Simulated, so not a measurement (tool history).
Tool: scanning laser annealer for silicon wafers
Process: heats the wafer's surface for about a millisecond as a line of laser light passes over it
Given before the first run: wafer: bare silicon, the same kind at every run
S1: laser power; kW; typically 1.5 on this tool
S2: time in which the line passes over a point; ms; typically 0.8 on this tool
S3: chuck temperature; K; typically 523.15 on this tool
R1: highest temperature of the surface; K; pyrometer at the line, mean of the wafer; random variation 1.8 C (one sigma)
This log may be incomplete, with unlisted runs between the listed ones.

run 1 day=0 | S1=1.5 S2=0.8 S3=523.15 | R1=1296.15
-- day=0.804 optics aligned, line set to its width
run 2 day=1.671 | S1=1.5 S2=0.934 S3=523.15 | R1=1362.15
run 3 day=4.329 | S1=1.5 S2=0.687 S3=523.15 | R1=1223.15
run 4 day=5.754 | S1=1.5 S2=0.8 S3=523.15 | R1=1282.15
run 5 day=7.517 | S1=1.5 S2=0.8 S3=523.15 | R1=1286.15
-- day=8.717 optics aligned, line set to its width, once more
run 6 day=9.808 | S1=1.5 S2=0.8 S3=523.15 | R1=1299.15
run 7 day=11.942 | S1=1.5 S2=0.8 S3=523.15 | R1=1295.15
run 8 day=13.854 | S1=1.5 S2=0.8 S3=523.15 | R1=1292.15
run 9 day=15.188 | S1=1.5 S2=0.8 S3=523.15 | R1=1293.15
run 10 day=17.2 | S1=1.5 S2=0.8 S3=523.15 | R1=1292.15
run 11 day=18.917 | S1=1.5 S2=0.8 S3=523.15 | R1=1291.15
-- day=19.579 window over the wafer cleaned
run 12 day=20.846 | S1=1.5 S2=0.8 S3=523.15 | R1=1325.15
run 13 day=22.633 | S1=1.5 S2=0.8 S3=523.15 | R1=1318.15
run 14 day=23.904 | S1=1.35 S2=0.8 S3=523.15 | R1=1221.15
run 15 day=25.979 | S1=1.5 S2=0.8 S3=523.15 | R1=1320.15
run 16 day=28.158 | S1=1.5 S2=0.8 S3=523.15 | R1=1316.15
run 17 day=30.921 | S1=1.5 S2=0.8 S3=523.15 | R1=1316.15
run 18 day=32.871 | S1=1.5 S2=0.8 S3=523.15 | R1=1315.15
run 19 day=34.183 | S1=1.5 S2=0.8 S3=523.15 | R1=1311.15
run 20 day=35.671 | S1=1.5 S2=0.8 S3=523.15 | R1=1310.15
run 21 day=37.362 | S1=1.389 S2=0.564 S3=509.15 | R1=1092.15
run 22 day=38.85 | S1=1.586 S2=0.781 S3=509.15 | R1=1343.15
run 23 day=41.6 | S1=1.636 S2=0.8 S3=523.15 | R1=1399.15
run 24 day=44.079 | S1=1.636 S2=0.8 S3=523.15 | R1=1394.15
run 25 day=46 | S1=1.619 S2=0.8 S3=523.15 | R1=1379.15
run 26 day=48.471 | S1=1.619 S2=0.8 S3=523.15 | R1=1376.15
run 27 day=50.604 | S1=1.376 S2=0.8 S3=549.15 | R1=1241.15
run 28 day=51.912 | S1=1.529 S2=0.91 S3=549.15 | R1=1397.15
run 29 day=54.579 | S1=1.285 S2=0.807 S3=544.15 | R1=1175.15
run 30 day=55.779 | S1=1.517 S2=0.683 S3=550.15 | R1=1268.15
run 31 day=58.388 | S1=1.5 S2=0.797 S3=498.15 | R1=1263.15
-- day=59.9 optics aligned, line set to its width
run 32 day=59.912 | S1=1.578 S2=0.951 S3=501.15 | R1=1416.15
run 33 day=61.917 | S1=1.578 S2=0.951 S3=501.15 | R1=1413.15
run 34 day=64.275 | S1=1.623 S2=0.825 S3=501.15 | R1=1369.15
-- day=65.754 window over the wafer cleaned
run 35 day=66.246 | S1=1.623 S2=0.825 S3=501.15 | R1=1408.15
run 36 day=67.646 | S1=1.316 S2=0.757 S3=501.15 | R1=1158.15
run 37 day=69.338 | S1=1.5 S2=0.921 S3=523.15 | R1=1391.15
run 38 day=71.596 | S1=1.5 S2=0.921 S3=523.15 | R1=1389.15
run 39 day=73.579 | S1=1.5 S2=0.921 S3=540.15 | R1=1402.15
run 40 day=74.896 | S1=1.5 S2=0.921 S3=540.15 | R1=1399.15

Selected run-to-run steps in R1, each split into two signed amounts: the part the tool would show with no hidden state at all (from settings, incoming material and random variation), and the remainder, which goes to the hidden state together with any gauge scatter not common to the measured and the hidden-state-free results:
The hidden state here: light that passes the window, % of a clean one's; laser's true power over the reading, %; width of the line over the set one, %; drift of the gauge itself on peak_c, C.
Run 5 -> 6: optics aligned, line set to its width, once more. R1 +13 K: hidden state +15, all else -2.
Run 11 -> 12: window over the wafer cleaned. R1 +34 K: hidden state +35, all else -1.
Run 21 -> 22: S1 1.389 -> 1.586, S2 0.564 -> 0.781. R1 +251 K: hidden state -8, all else +259.
Run 34 -> 35: window over the wafer cleaned. R1 +39 K: hidden state +36, all else +3.
Run 35 -> 36: S1 1.623 -> 1.316, S2 0.825 -> 0.757. R1 -250 K: hidden state +0, all else -250.
Run 36 -> 37: S1 1.316 -> 1.5, S2 0.757 -> 0.921, S3 501.15 -> 523.15. R1 +233 K: hidden state -3, all else +236.
